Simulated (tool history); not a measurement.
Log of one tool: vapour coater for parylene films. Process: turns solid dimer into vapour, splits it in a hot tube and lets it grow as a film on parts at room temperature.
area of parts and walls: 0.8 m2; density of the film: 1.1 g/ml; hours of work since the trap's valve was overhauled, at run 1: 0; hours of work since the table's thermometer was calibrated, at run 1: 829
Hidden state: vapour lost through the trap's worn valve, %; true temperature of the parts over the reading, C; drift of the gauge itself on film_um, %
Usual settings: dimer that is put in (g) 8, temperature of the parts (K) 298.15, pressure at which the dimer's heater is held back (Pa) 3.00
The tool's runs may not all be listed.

run,hour,dimer that is put in (g),temperature of the parts (K),pressure at which the dimer's heater is held back (Pa),hours of work since the trap's valve was overhauled,hours of work since the table's thermometer was calibrated,thickness of the film (µm)
1,0.0,8,298.15,3.00,0,829,5.50
2,28.6,8,298.15,3.00,13,842,5.46
3,75.0,3,298.15,3.00,34,864,2.02
4,113.0,3,298.15,3.00,52,881,2.02
5,151.5,8,298.15,3.00,70,899,5.54
6,217.8,8,298.15,3.00,100,929,5.44
7,265.3,8,298.15,3.00,122,951,5.43
8,311.8,8,298.15,7.58,143,973,4.64
9,357.2,8,298.15,7.58,164,993,4.60
10,425.8,8,298.15,4.73,196,1025,5.06
11,463.2,8,298.15,4.73,213,1042,4.91
12,532.2,8,298.15,4.73,245,1074,5.05
13,594.9,8,298.15,5.85,274,1103,4.86
14,635.3,8,298.15,3.00,292,1121,5.44
15,669.1,14,298.15,3.00,308,1137,9.39
16,709.5,4,298.15,3.00,326,1155,2.67
17,749.3,4,298.15,3.00,345,1174,2.73
18,814.9,8,298.15,6.96,375,1204,4.62
# hour 847.9: table's thermometer calibrated
19,849.9,4,308.15,10.22,390,1,1.68
20,909.3,13,298.15,3.00,418,28,8.79
21,957.7,13,298.15,3.00,440,50,8.79
22,1025.5,13,297.15,2.18,471,82,9.31
23,1080.4,13,296.15,6.83,496,107,7.85

Forecast run 24:
24,1114.1,6,291.15,11.63,512,122,?

thickness of the film (µm): 3.76
Without the tool's hidden state the same run would have given thickness of the film (µm) 3.87.
